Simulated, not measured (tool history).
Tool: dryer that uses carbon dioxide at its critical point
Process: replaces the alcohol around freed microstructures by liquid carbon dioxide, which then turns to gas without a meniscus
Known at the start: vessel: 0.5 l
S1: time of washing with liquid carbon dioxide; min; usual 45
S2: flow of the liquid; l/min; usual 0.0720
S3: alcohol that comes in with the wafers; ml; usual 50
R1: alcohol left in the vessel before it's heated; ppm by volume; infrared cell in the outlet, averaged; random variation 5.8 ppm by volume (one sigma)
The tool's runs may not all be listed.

| run | hour | S1 | S2 | S3 | R1 |
|---|---|---|---|---|---|
| 1 | 0.0 | 45 | 0.0720 | 50 | 314 |
| 2 | 26.4 | 45 | 0.0720 | 50 | 333 |
| 3 | 50.4 | 28 | 0.0720 | 50 | 2653 |
| 4 | 82.4 | 68 | 0.0720 | 50 | 90 |
| 5 | 111.6 | 45 | 0.0720 | 66 | 502 |
| 6 | 137.6 | 45 | 0.0720 | 66 | 539 |
| 7 | 157.8 | 45 | 0.0720 | 66 | 556 |
| 8 | 174.0 | 45 | 0.0720 | 66 | 575 |
| 9 | 193.2 | 45 | 0.0720 | 66 | 606 |
| 10 | 226.2 | 28 | 0.0564 | 50 | 7515 |
| 11 | 251.7 | 28 | 0.0564 | 50 | 7713 |
| 12 | 266.3 | 28 | 0.0564 | 50 | 7816 |
| 13 | 284.2 | 28 | 0.0564 | 50 | 7656 |

Some steps in R1 between neighbouring runs. How much of each would the tool show without its hidden state too (settings, what came in, random variation), and how much is left for the hidden state, with any gauge scatter that isn't in both results?
The hidden state here: flow that reaches the vessel past the clogged filter, %; alcohol in the recycled carbon dioxide, ppm; drift of the gauge itself on alcohol_ppm, %.
Run 9 -> 10: S1 45 -> 28, S2 0.0720 -> 0.0564, S3 66 -> 50. R1 +6909 ppm by volume: hidden state +2074, all else +4835.
